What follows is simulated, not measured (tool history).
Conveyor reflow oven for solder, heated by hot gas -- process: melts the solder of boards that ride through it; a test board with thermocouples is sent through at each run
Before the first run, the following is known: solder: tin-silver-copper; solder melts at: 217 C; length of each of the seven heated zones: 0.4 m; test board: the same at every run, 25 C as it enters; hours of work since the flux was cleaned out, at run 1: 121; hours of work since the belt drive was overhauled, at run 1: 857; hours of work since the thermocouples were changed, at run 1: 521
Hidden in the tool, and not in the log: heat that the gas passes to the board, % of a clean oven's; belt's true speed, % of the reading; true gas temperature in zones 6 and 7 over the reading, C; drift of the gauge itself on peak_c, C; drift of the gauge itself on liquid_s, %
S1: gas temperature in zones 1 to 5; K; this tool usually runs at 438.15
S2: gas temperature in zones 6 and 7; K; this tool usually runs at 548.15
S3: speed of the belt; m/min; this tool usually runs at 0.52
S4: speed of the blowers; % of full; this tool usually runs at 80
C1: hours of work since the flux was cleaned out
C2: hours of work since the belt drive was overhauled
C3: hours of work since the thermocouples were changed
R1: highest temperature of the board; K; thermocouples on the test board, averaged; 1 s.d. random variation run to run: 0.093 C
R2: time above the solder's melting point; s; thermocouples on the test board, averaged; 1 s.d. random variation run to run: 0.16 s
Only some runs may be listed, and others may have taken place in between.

| run | hour | S1 | S2 | S3 | S4 | C1 | C2 | C3 | R1 | R2 |
|---|---|---|---|---|---|---|---|---|---|---|
| 1 | 0 | 438.15 | 548.15 | 0.52 | 80 | 121 | 857 | 521 | 531.74 | 71.6 |
| 2 | 30.1 | 438.15 | 548.15 | 0.52 | 80 | 143 | 878 | 543 | 531.59 | 71.8 |
| 3 | 43.1 | 438.15 | 548.15 | 0.52 | 80 | 152 | 887 | 552 | 531.61 | 71.5 |
| 4 | 65.9 | 438.15 | 548.15 | 0.52 | 80 | 168 | 903 | 568 | 531.6 | 71.6 |
| 5 | 95.7 | 438.15 | 548.15 | 0.52 | 80 | 189 | 924 | 589 | 531.17 | 71.3 |
| 6 | 126.8 | 438.15 | 548.15 | 0.52 | 80 | 211 | 947 | 611 | 530.98 | 71.3 |
| 7 | 144.5 | 438.15 | 548.15 | 0.52 | 80 | 224 | 959 | 624 | 531.02 | 71.1 |
|  | 157.2 | flux residue cleaned out of gas plates and filters |
| 8 | 180 | 438.15 | 548.15 | 0.52 | 80 | 16 | 981 | 646 | 533.35 | 73.4 |
|  | 193.2 | belt drive overhauled, speed set with a stopwatch |
|  | 197.3 | thermocouples of zones 6 and 7 changed |
| 9 | 200.6 | 438.15 | 548.15 | 0.49 | 80 | 27 | 4 | 2 | 533.22 | 78.7 |
| 10 | 213.6 | 438.15 | 548.15 | 0.49 | 80 | 36 | 13 | 12 | 533.17 | 78.8 |
| 11 | 244.2 | 438.15 | 548.15 | 0.557 | 80 | 58 | 35 | 33 | 528.69 | 64.9 |
| 12 | 260.6 | 438.15 | 548.15 | 0.557 | 80 | 69 | 46 | 45 | 528.47 | 64.8 |
| 13 | 289.6 | 438.15 | 548.15 | 0.557 | 80 | 90 | 67 | 66 | 528.28 | 64.5 |
| 14 | 314.8 | 436.15 | 556.15 | 0.486 | 63 | 108 | 85 | 83 | 535.36 | 79.6 |
| 15 | 345.7 | 446.15 | 550.15 | 0.613 | 57 | 130 | 107 | 105 | 519.83 | 51.7 |
|  | 355.3 | belt drive overhauled, speed set with a stopwatch, once more |
| 16 | 379.1 | 447.15 | 552.15 | 0.47 | 85 | 150 | 17 | 126 | 538.84 | 87.8 |
| 17 | 409.1 | 448.15 | 552.15 | 0.47 | 85 | 172 | 38 | 148 | 538.85 | 88.2 |
| 18 | 431.5 | 438.15 | 554.15 | 0.539 | 69 | 188 | 54 | 163 | 529.79 | 65.5 |
| 19 | 445.5 | 438.15 | 554.15 | 0.539 | 69 | 198 | 64 | 173 | 529.78 | 65.2 |
| 20 | 466.1 | 430.15 | 554.15 | 0.539 | 55 | 212 | 79 | 188 | 522.24 | 54.6 |
|  | 496.2 | flux residue cleaned out of gas plates and filters |
| 21 | 496.4 | 430.15 | 559.15 | 0.5 | 55 | 0 | 97 | 206 | 532.55 | 69.9 |
| 22 | 523.9 | 430.15 | 556.15 | 0.524 | 55 | 20 | 116 | 225 | 527.56 | 62.2 |
| 23 | 541.8 | 428.15 | 561.15 | 0.52 | 80 | 32 | 129 | 238 | 540.95 | 73.3 |
| 24 | 562.5 | 428.15 | 561.15 | 0.52 | 80 | 47 | 143 | 253 | 540.77 | 73.7 |
| 25 | 591.2 | 425.15 | 561.15 | 0.508 | 50 | 67 | 164 | 273 | 529.35 | 64.1 |

Consider 5 possible next runs. They are alternatives, not a sequence: every one starts from the tool as it was left by run 25. What does each give?
| A | 611.8 | 438.15 | 559.15 | 0.52 | 80 | 82 | 179 | 288 | ? | ? |
| B | 611.8 | 450.15 | 548.15 | 0.52 | 80 | 82 | 179 | 288 | ? | ? |
| C | 611.8 | 438.15 | 555.15 | 0.52 | 72 | 82 | 179 | 288 | ? | ? |
| D | 611.8 | 425.15 | 561.15 | 0.595 | 50 | 82 | 179 | 288 | ? | ? |
| E | 611.8 | 433.15 | 561.15 | 0.508 | 60 | 82 | 179 | 288 | ? | ? |

| run | R1 | R2 |
|---|---|---|
| A | 540.43 | 76.4 |
| B | 532.94 | 76.2 |
| C | 534.75 | 72.4 |
| D | 519.98 | 45.2 |
| E | 535.68 | 72.9 |
With the hidden condition removed and each run's random variation left untouched, the same runs would have given:
| run | R1 | R2 |
|---|---|---|
| A | 540.41 | 76.1 |
| B | 532.8 | 75.9 |
| C | 534.7 | 72.1 |
| D | 519.98 | 45.1 |
| E | 535.58 | 72.6 |
